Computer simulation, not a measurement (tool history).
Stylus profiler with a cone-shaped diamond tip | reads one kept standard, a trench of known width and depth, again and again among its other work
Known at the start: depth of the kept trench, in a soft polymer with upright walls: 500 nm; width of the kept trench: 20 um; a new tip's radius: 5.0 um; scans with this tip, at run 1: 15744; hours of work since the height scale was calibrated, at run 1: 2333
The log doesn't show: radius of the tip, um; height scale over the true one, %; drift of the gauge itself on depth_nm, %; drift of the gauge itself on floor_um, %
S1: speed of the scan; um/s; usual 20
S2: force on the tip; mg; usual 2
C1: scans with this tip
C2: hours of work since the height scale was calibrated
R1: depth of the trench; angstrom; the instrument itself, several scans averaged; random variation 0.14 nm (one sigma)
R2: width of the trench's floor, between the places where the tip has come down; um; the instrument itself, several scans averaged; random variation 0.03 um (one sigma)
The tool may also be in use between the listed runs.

run,hour,S1,S2,C1,C2,R1,R2
1,0,20,2,15744,2333,5097.2,14.73
2,108.3,20,2,16078,2382,5097.5,14.75
# hour 161.3: height scale calibrated on a step standard
3,231.6,20,2,16456,32,5112.3,14.72
4,316,13,2,16717,71,5111.9,14.78
5,428.6,20,2,17064,122,5114.4,14.67
6,493.1,20,5.52,17263,152,5170.5,14.71
7,620.3,68,1.58,17655,210,5106.2,14.34
# hour 706.8: height scale calibrated on a step standard, once more
8,757.6,31,1.73,18077,23,5050.5,14.5
9,852.4,31,1.73,18369,67,5052,14.61
10,959,45,1.35,18698,115,5044.5,14.42
11,1088,33,5.58,19096,174,5113,14.61

Forecast each of these 4 alternatives for the next run:
A,1147.4,5,2,19279,201,?,?
B,1147.4,25,2.19,19279,201,?,?
C,1147.4,7,2.06,19279,201,?,?
D,1147.4,13,0.86,19279,201,?,?

run,R1,R2
A,5059.5,14.73
B,5059.1,14.55
C,5057.3,14.69
D,5035.5,14.59
Without the tool's hidden state the same runs would have given:
run,R1,R2
A,5057.5,15.65
B,5057.1,15.47
C,5055.3,15.61
D,5033.5,15.52
